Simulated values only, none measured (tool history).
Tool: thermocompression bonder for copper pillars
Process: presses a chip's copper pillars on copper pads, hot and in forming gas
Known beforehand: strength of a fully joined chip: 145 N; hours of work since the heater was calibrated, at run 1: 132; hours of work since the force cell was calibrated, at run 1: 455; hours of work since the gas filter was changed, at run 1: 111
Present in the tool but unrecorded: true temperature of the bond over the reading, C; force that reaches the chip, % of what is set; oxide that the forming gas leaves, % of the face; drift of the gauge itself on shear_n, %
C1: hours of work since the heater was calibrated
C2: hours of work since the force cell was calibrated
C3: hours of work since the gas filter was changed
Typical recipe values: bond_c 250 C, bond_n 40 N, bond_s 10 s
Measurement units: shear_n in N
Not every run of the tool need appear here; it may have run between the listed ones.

{"run": 1, "hour": 0.0, "bond_c": 250, "bond_n": 40, "bond_s": 10, "C1": 132, "C2": 455, "C3": 111, "shear_n": 77.2}
{"hour": 44.3, "done": "forming gas filter changed"}
{"run": 2, "hour": 47.2, "bond_c": 250, "bond_n": 40, "bond_s": 10, "C1": 155, "C2": 478, "C3": 1, "shear_n": 78.2}
{"run": 3, "hour": 75.3, "bond_c": 250, "bond_n": 40, "bond_s": 10, "C1": 168, "C2": 491, "C3": 15, "shear_n": 77.2}
{"run": 4, "hour": 108.5, "bond_c": 250, "bond_n": 40, "bond_s": 10, "C1": 184, "C2": 507, "C3": 31, "shear_n": 77.9}
{"run": 5, "hour": 160.2, "bond_c": 250, "bond_n": 40, "bond_s": 10, "C1": 209, "C2": 532, "C3": 56, "shear_n": 77.5}
{"run": 6, "hour": 181.9, "bond_c": 250, "bond_n": 40, "bond_s": 10, "C1": 219, "C2": 542, "C3": 66, "shear_n": 77.3}
{"run": 7, "hour": 218.2, "bond_c": 250, "bond_n": 40, "bond_s": 10, "C1": 237, "C2": 560, "C3": 83, "shear_n": 77.2}
{"run": 8, "hour": 263.9, "bond_c": 250, "bond_n": 40, "bond_s": 10, "C1": 258, "C2": 581, "C3": 105, "shear_n": 77.2}
{"run": 9, "hour": 296.9, "bond_c": 250, "bond_n": 30, "bond_s": 10, "C1": 274, "C2": 597, "C3": 121, "shear_n": 63.5}
{"hour": 318.4, "done": "forming gas filter changed"}
{"run": 10, "hour": 349.5, "bond_c": 250, "bond_n": 30, "bond_s": 10, "C1": 299, "C2": 622, "C3": 15, "shear_n": 64.1}
{"run": 11, "hour": 375.4, "bond_c": 250, "bond_n": 30, "bond_s": 10, "C1": 312, "C2": 635, "C3": 27, "shear_n": 63.3}
{"run": 12, "hour": 398.5, "bond_c": 250, "bond_n": 40, "bond_s": 10, "C1": 323, "C2": 646, "C3": 38, "shear_n": 77}
{"run": 13, "hour": 443.0, "bond_c": 250, "bond_n": 24, "bond_s": 10, "C1": 344, "C2": 667, "C3": 60, "shear_n": 53.6}
{"run": 14, "hour": 478.6, "bond_c": 250, "bond_n": 24, "bond_s": 10, "C1": 361, "C2": 684, "C3": 77, "shear_n": 53.7}
{"run": 15, "hour": 514.0, "bond_c": 250, "bond_n": 24, "bond_s": 10, "C1": 378, "C2": 701, "C3": 94, "shear_n": 54}
{"run": 16, "hour": 561.2, "bond_c": 250, "bond_n": 40, "bond_s": 8, "C1": 401, "C2": 724, "C3": 116, "shear_n": 71.1}
{"hour": 591.2, "done": "forming gas filter changed"}
{"run": 17, "hour": 602.4, "bond_c": 250, "bond_n": 40, "bond_s": 8, "C1": 420, "C2": 743, "C3": 5, "shear_n": 71.4}
{"run": 18, "hour": 645.7, "bond_c": 250, "bond_n": 40, "bond_s": 23, "C1": 441, "C2": 764, "C3": 26, "shear_n": 98.7}
{"run": 19, "hour": 696.8, "bond_c": 250, "bond_n": 31, "bond_s": 27, "C1": 465, "C2": 788, "C3": 51, "shear_n": 89.9}
{"run": 20, "hour": 722.5, "bond_c": 272, "bond_n": 31, "bond_s": 27, "C1": 478, "C2": 801, "C3": 63, "shear_n": 109.1}
{"run": 21, "hour": 768.2, "bond_c": 227, "bond_n": 31, "bond_s": 27, "C1": 500, "C2": 823, "C3": 85, "shear_n": 68.5}
{"run": 22, "hour": 813.4, "bond_c": 228, "bond_n": 36, "bond_s": 27, "C1": 521, "C2": 844, "C3": 106, "shear_n": 75.7}
{"run": 23, "hour": 859.5, "bond_c": 228, "bond_n": 36, "bond_s": 15, "C1": 543, "C2": 866, "C3": 129, "shear_n": 61.6}
{"hour": 866.0, "done": "forming gas filter changed"}
{"run": 24, "hour": 900.2, "bond_c": 228, "bond_n": 36, "bond_s": 15, "C1": 563, "C2": 886, "C3": 16, "shear_n": 61.9}
{"run": 25, "hour": 930.1, "bond_c": 228, "bond_n": 36, "bond_s": 15, "C1": 577, "C2": 900, "C3": 31, "shear_n": 62.4}
{"run": 26, "hour": 954.5, "bond_c": 250, "bond_n": 40, "bond_s": 28, "C1": 589, "C2": 912, "C3": 42, "shear_n": 103.4}
{"run": 27, "hour": 993.6, "bond_c": 250, "bond_n": 40, "bond_s": 28, "C1": 607, "C2": 930, "C3": 61, "shear_n": 103}
{"run": 28, "hour": 1018.7, "bond_c": 268, "bond_n": 40, "bond_s": 8, "C1": 620, "C2": 942, "C3": 73, "shear_n": 86.2}
{"run": 29, "hour": 1041.7, "bond_c": 268, "bond_n": 40, "bond_s": 8, "C1": 630, "C2": 953, "C3": 84, "shear_n": 85.5}
{"run": 30, "hour": 1070.0, "bond_c": 222, "bond_n": 40, "bond_s": 19, "C1": 644, "C2": 967, "C3": 98, "shear_n": 66.5}

Measured result minus the same run's result without the hidden state. Both carry the same run-to-run variation, though not necessarily the same gauge scatter:
run=1 shear_n=-0.2
run=2 shear_n=-0.1
run=3 shear_n=-0.1
run=4 shear_n=-0.2
run=5 shear_n=-0.3
run=6 shear_n=-0.3
run=7 shear_n=-0.4
run=8 shear_n=-0.5
run=9 shear_n=-0.4
run=10 shear_n=-0.5
run=11 shear_n=-0.4
run=12 shear_n=-0.6
run=13 shear_n=-0.5
run=14 shear_n=-0.5
run=15 shear_n=-0.6
run=16 shear_n=-0.8
run=17 shear_n=-0.8
run=18 shear_n=-1.2
run=19 shear_n=-1.2
run=20 shear_n=-1.6
run=21 shear_n=-1.1
run=22 shear_n=-1.2
run=23 shear_n=-1.1
run=24 shear_n=-1
run=25 shear_n=-1.1
run=26 shear_n=-1.9
run=27 shear_n=-2
run=28 shear_n=-1.7
run=29 shear_n=-1.7
run=30 shear_n=-1.4
